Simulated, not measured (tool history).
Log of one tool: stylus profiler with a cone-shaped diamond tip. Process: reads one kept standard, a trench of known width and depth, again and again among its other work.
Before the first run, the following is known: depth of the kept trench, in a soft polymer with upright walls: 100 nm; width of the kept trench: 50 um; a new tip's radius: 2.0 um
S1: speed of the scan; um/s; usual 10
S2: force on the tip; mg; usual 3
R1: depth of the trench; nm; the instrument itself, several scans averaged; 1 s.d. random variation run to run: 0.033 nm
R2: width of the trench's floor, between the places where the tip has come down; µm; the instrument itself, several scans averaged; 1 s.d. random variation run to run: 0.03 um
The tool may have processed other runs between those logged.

{"run": 1, "hour": 0.0, "S1": 10, "S2": 3, "R1": 101.97, "R2": 48.58}
{"run": 2, "hour": 41.3, "S1": 10, "S2": 1.3, "R1": 101.28, "R2": 48.56}
{"run": 3, "hour": 76.5, "S1": 10, "S2": 1.3, "R1": 101.26, "R2": 48.51}
{"run": 4, "hour": 107.3, "S1": 2, "S2": 3, "R1": 101.96, "R2": 48.61}
{"run": 5, "hour": 137.9, "S1": 2, "S2": 6.98, "R1": 103.31, "R2": 48.58}
{"run": 6, "hour": 186.7, "S1": 10, "S2": 3, "R1": 102.07, "R2": 48.55}
{"run": 7, "hour": 236.2, "S1": 10, "S2": 3, "R1": 102.06, "R2": 48.54}
{"run": 8, "hour": 281.7, "S1": 10, "S2": 1.18, "R1": 101.26, "R2": 48.52}
{"run": 9, "hour": 344.7, "S1": 10, "S2": 3, "R1": 102.07, "R2": 48.52}
{"run": 10, "hour": 402.5, "S1": 3, "S2": 3, "R1": 102.09, "R2": 48.57}
{"run": 11, "hour": 454.5, "S1": 10, "S2": 4.04, "R1": 102.46, "R2": 48.46}
{"run": 12, "hour": 488.8, "S1": 10, "S2": 1.84, "R1": 101.63, "R2": 48.51}
{"run": 13, "hour": 528.1, "S1": 10, "S2": 1.84, "R1": 101.6, "R2": 48.5}
{"run": 14, "hour": 564.3, "S1": 10, "S2": 1.84, "R1": 101.69, "R2": 48.48}
{"run": 15, "hour": 627.8, "S1": 39, "S2": 1.84, "R1": 101.73, "R2": 48.28}
{"run": 16, "hour": 689.2, "S1": 39, "S2": 1.84, "R1": 101.67, "R2": 48.31}
{"run": 17, "hour": 751.2, "S1": 39, "S2": 1.84, "R1": 101.7, "R2": 48.34}
{"run": 18, "hour": 817.7, "S1": 10, "S2": 3, "R1": 102.19, "R2": 48.5}
{"run": 19, "hour": 863.3, "S1": 10, "S2": 3, "R1": 102.24, "R2": 48.41}
{"run": 20, "hour": 891.1, "S1": 10, "S2": 3, "R1": 102.25, "R2": 48.47}
{"run": 21, "hour": 953.3, "S1": 10, "S2": 3, "R1": 102.25, "R2": 48.41}
{"run": 22, "hour": 1016.0, "S1": 10, "S2": 3, "R1": 102.27, "R2": 48.46}
{"run": 23, "hour": 1064.4, "S1": 10, "S2": 3, "R1": 102.26, "R2": 48.42}

For run 24, what comes out?
{"run": 24, "hour": 1121.4, "S1": 10, "S2": 1.51, "R1": "?", "R2": "?"}

{"run 24": {"R1": 101.65, "R2": 48.42}}
Without the tool's hidden state the same run would have given R1 101.12 nm, R2 48.68 µm.
